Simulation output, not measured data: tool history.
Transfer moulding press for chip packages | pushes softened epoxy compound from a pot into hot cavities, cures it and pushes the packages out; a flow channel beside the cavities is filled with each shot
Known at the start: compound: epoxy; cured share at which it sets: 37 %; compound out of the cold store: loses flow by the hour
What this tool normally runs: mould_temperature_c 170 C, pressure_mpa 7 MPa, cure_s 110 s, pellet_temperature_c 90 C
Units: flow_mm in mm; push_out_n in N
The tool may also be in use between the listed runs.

run	hour	mould_temperature_c	pressure_mpa	cure_s	pellet_temperature_c	incoming compound's hours out of the cold store	flow_mm	push_out_n
1	0	170	7	110	90	20.7	672	477
2	47.8	170	7	110	90	13.6	702	586
# hour 74.3: plunger's sealing rings changed
3	95.5	177	7	110	90	31.4	661	530
# hour 120.5: cavities cleaned with cleaning compound and waxed
4	126.4	177	7	110	90	15.9	730	625
5	156.7	177	7	110	90	9	752	595
6	185.8	170	7	110	90	36.1	663	678
7	214.3	170	5.26	110	90	19.6	619	697
# hour 241.5: cavities cleaned with cleaning compound and waxed
8	252.8	166	5.26	110	90	17.4	634	607
9	296.8	166	5.26	110	90	36.8	568	685

What does the tool deliver on the next run?
10	346.4	170	7	92	88	18.5	?	?

{"run 10": {"flow_mm": 706, "push_out_n": 826}}
The same run, on a tool lacking any hidden state, would have yielded flow_mm 730 mm, push_out_n 584 N.

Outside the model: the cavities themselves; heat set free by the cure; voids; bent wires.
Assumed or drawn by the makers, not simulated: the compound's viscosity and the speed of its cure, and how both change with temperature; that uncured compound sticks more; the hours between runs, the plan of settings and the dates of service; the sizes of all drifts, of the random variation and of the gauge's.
